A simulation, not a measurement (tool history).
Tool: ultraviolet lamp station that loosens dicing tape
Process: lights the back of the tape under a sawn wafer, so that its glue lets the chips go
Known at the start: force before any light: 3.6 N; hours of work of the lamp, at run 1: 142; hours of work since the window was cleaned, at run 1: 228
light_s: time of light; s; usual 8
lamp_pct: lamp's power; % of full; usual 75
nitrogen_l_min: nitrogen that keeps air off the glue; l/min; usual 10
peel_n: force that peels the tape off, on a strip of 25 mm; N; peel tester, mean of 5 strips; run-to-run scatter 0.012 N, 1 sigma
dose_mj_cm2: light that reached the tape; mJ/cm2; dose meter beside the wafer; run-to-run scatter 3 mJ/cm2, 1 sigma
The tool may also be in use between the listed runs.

run	day	light_s	lamp_pct	nitrogen_l_min	hours of work of the lamp	hours of work since the window was cleaned	peel_n	dose_mj_cm2
1	0	8	75	10	142	228	0.686	378
2	1.321	8	75	10	160	247	0.7	371
3	2.021	8	75	10	170	256	0.719	363
4	3.321	8	75	8	187	274	0.757	358
5	4.838	8	75	10	208	295	0.77	357
6	6.233	8	65	10	227	314	0.87	303
7	7.658	8	68	10	247	334	0.887	308
8	8.667	8	64	10	261	348	0.945	291
9	9.354	8	83	10	270	357	0.681	375
10	10.183	8	83	10	282	369	0.72	375
11	11.554	8	83	10	301	388	0.724	365
# day 12.821: window cleaned of glue's vapour
12	12.821	8	83	10	318	0	0.575	433
13	13.675	8	83	10	330	12	0.545	424
14	14.679	8	83	10	343	26	0.579	425
15	15.6	8	83	10	356	38	0.598	413
16	16.925	8	75	7	374	56	0.777	379
17	18.433	8	75	10	395	77	0.678	371
18	19.15	8	75	10	405	87	0.716	370
19	20.512	7	75	10	424	106	0.906	314
20	21.475	7	75	10	437	119	0.849	312
21	22.658	8	75	17	453	135	0.706	354
22	24.171	8	98	10	474	156	0.515	455
23	24.917	8	83	13	484	167	0.611	380
24	25.554	14	74	5	493	175	0.438	586
25	26.8	11	84	3	510	192	0.64	521
26	27.567	8	90	13	521	203	0.597	397
27	28.842	8	90	13	538	220	0.596	394

Run 28 comes next. What will it give?
28	29.779	10	95	10	551	233	?	?

{"run 28": {"peel_n": 0.411, "dose_mj_cm2": 523}}
The same run, on a tool lacking any hidden state, would have yielded peel_n 0.264 N, dose_mj_cm2 704 mJ/cm2.

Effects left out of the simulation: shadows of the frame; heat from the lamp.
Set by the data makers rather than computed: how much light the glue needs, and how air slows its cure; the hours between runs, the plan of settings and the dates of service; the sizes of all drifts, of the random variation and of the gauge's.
